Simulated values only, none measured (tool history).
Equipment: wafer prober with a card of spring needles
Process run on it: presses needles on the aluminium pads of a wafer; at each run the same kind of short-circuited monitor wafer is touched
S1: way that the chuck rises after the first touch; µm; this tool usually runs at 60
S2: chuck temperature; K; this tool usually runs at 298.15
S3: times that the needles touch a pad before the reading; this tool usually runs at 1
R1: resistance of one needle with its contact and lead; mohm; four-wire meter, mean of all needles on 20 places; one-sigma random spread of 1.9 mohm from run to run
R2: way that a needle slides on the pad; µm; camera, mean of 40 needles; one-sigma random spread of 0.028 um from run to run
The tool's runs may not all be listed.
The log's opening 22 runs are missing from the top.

-- hour=280.6 tips cleaned on abrasive film
run 23 hour=287 | S1=70 S2=298.15 S3=1 | R1=204 R2=16.28
run 24 hour=296.8 | S1=70 S2=298.15 S3=1 | R1=201 R2=16.26
-- hour=305.9 tips cleaned on abrasive film
run 25 hour=306 | S1=47 S2=306.15 S3=2 | R1=208 R2=10.89
run 26 hour=316.2 | S1=57 S2=398.15 S3=1 | R1=229 R2=13.17
run 27 hour=324.3 | S1=71 S2=392.15 S3=2 | R1=227 R2=16.41
-- hour=331.6 tips cleaned on abrasive film
run 28 hour=335.5 | S1=71 S2=392.15 S3=2 | R1=223 R2=16.51
run 29 hour=348 | S1=71 S2=326.15 S3=3 | R1=210 R2=16.52
-- hour=357.3 tips cleaned on abrasive film
run 30 hour=362.9 | S1=45 S2=370.15 S3=2 | R1=229 R2=10.45
run 31 hour=371.3 | S1=60 S2=298.15 S3=3 | R1=204 R2=13.91
-- hour=383 tips cleaned on abrasive film
run 32 hour=387.4 | S1=60 S2=298.15 S3=3 | R1=203 R2=13.96
run 33 hour=404.4 | S1=60 S2=298.15 S3=2 | R1=204 R2=13.92

Branching from run 33: 3 alternative next runs. What would each branch give?
-- hour=408.5 tips cleaned on abrasive film
run A hour=419.3 | S1=50 S2=298.15 S3=1 | R1=? R2=?
-- hour=408.5 tips cleaned on abrasive film
run B hour=419.3 | S1=60 S2=355.15 S3=1 | R1=? R2=?
-- hour=408.5 tips cleaned on abrasive film
run C hour=419.3 | S1=60 S2=298.15 S3=1 | R1=? R2=?

run=A R1=208 R2=11.57
run=B R1=217 R2=13.85
run=C R1=203 R2=13.87
With the hidden condition removed and each run's random variation left untouched, the same runs would have given:
run=A R1=208 R2=11.57
run=B R1=217 R2=13.85
run=C R1=203 R2=13.87
